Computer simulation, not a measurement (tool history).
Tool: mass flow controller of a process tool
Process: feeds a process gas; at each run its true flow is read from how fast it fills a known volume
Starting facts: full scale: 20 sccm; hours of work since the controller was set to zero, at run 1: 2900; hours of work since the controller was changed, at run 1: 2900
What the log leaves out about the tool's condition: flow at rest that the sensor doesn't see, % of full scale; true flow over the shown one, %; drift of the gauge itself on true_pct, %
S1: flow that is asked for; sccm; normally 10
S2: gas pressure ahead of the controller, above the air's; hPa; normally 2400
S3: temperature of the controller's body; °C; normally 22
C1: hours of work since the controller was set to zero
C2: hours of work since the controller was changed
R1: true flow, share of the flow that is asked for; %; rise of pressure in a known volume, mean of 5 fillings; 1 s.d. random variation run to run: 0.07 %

run,hour,S1,S2,S3,C1,C2,R1
1,0,10,2400,22,2900,2900,99.07
2,101.1,10,2400,22,2969,2969,99.09
3,178,10,2400,22,3022,3022,99.01
4,265.4,10,2400,22,3082,3082,98.89
5,359.9,10,2400,27,3146,3146,98.37
6,430,10,2400,27,3194,3194,98.5
7,512.8,10,2400,27,3251,3251,98.27

Estimate the outcome of run 8 from the log above:
8,587.7,10,2400,34,3302,3302,?

{"run 8": {"R1": 97.83}}
Without the tool's hidden state the same run would have given R1 98.35 %.
